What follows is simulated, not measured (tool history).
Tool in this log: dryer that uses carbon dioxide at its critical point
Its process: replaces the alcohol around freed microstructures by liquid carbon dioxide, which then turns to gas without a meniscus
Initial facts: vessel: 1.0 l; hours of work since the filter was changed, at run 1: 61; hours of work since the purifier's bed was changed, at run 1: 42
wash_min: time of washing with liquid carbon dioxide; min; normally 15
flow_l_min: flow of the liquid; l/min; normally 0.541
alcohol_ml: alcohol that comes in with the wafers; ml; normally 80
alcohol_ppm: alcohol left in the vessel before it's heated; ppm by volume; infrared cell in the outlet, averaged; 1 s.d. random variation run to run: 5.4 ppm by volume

run    hour  wash_min  flow_l_min  alcohol_ml  hours of work since the filter was changed  hours of work since the purifier's bed was changed  alcohol_ppm
  1       0        15       0.541          80                                          61                                                  42          168
  2    36.8        15       0.541          80                                          76                                                  58          182
  3    55.5        15       0.541          80                                          85                                                  66          189
  4      86        15       0.541          80                                          98                                                  79          198
  5   105.9        15       0.541          80                                         106                                                  88          203
  6   123.8        15       0.541          80                                         114                                                  95          201
  7   145.9        18       0.541          80                                         124                                                 105           89
  8   174.9        18       0.541          80                                         136                                                 117           81
  9   198.8        16       0.541          80                                         146                                                 128          161
 10     221        16       0.541          94                                         156                                                 137          190
 11   258.5        16       0.541          94                                         172                                                 153          199
 12   280.2        16       0.541          94                                         181                                                 163          217
 13   311.7        16       0.541          94                                         195                                                 176          220
 14   334.6        16       0.541          94                                         205                                                 186          222
 15   368.7        15       0.779          80                                         220                                                 201           52
 16   408.9        15       0.779          80                                         237                                                 218           70
        418  -- inlet filter changed
 17     433        15       0.779          80                                           6                                                 228           48
 18   456.6        15       0.541          51                                          17                                                 238          131
 19     482        15       0.541          51                                          28                                                 249          138
 20   500.6        15       0.541          51                                          36                                                 257          132
 21   540.5        15       0.541          51                                          53                                                 275          147
 22   563.2        15       0.541          51                                          63                                                 284          157
 23   603.7        15       0.541          51                                          80                                                 302          173
 24   643.6        15       0.483         108                                          97                                                 319          504
 25   670.8        14       0.825          24                                         109                                                 331           67
 26   711.2        14       0.825          24                                         126                                                 348           64
 27   733.8        14         0.4          59                                         136                                                 358          938
 28   756.5        15       0.876          31                                         146                                                 368           69
 29   773.5        16       0.585          80                                         153                                                 375          155
 30   797.2        16       0.585          80                                         164                                                 385          157
 31     827        22       0.431          80                                         176                                                 398          157
 32   848.2        22       0.431          80                                         186                                                 407          149
 33   870.6        22       0.431          80                                         195                                                 417          161
 34   911.6        22       0.503          63                                         213                                                 435          103
 35   949.8        16       0.541          80                                         229                                                 451          257
      978.8  -- inlet filter changed
 36   986.5        16       0.541          80                                           3                                                 467          172
 37  1019.3        21       0.596          68                                          17                                                 481           91
 38  1059.8        15       0.333          38                                          35                                                 498          829
 39  1086.1        15       0.333          38                                          46                                                 510          858
     1102.9  -- purifier's bed changed
 40    1109        15       0.333          38                                          55                                                   3          779
 41  1138.3        12       0.896          51                                          68                                                  15           27
 42    1155        23       0.709          47                                          75                                                  22            8
 43  1191.2        10       0.504          33                                          90                                                  38          722
 44  1210.2        10       0.504          33                                          99                                                  46          742
 45  1233.5        12       0.871          80                                         109                                                  56           54
 46  1269.1        16       0.675          36                                         124                                                  72           33

Below are 5 alternative next runs, each starting from the tool's condition after run 46. Predict each:
  A  1301.3        10       0.529          80                                         138                                                  86            ?
  B  1301.3        13       0.414          73                                         138                                                  86            ?
  C  1301.3        16       0.675          58                                         138                                                  86            ?
  D  1301.3        16       0.675         102                                         138                                                  86            ?
  E  1301.3        15       0.662          21                                         138                                                  86            ?

run  alcohol_ppm
  A         1639
  B         1361
  C           48
  D           63
  E           36
Without the tool's unlogged condition, the same runs would have read:
run  alcohol_ppm
  A         1232
  B         1014
  C           23
  D           31
  E           14
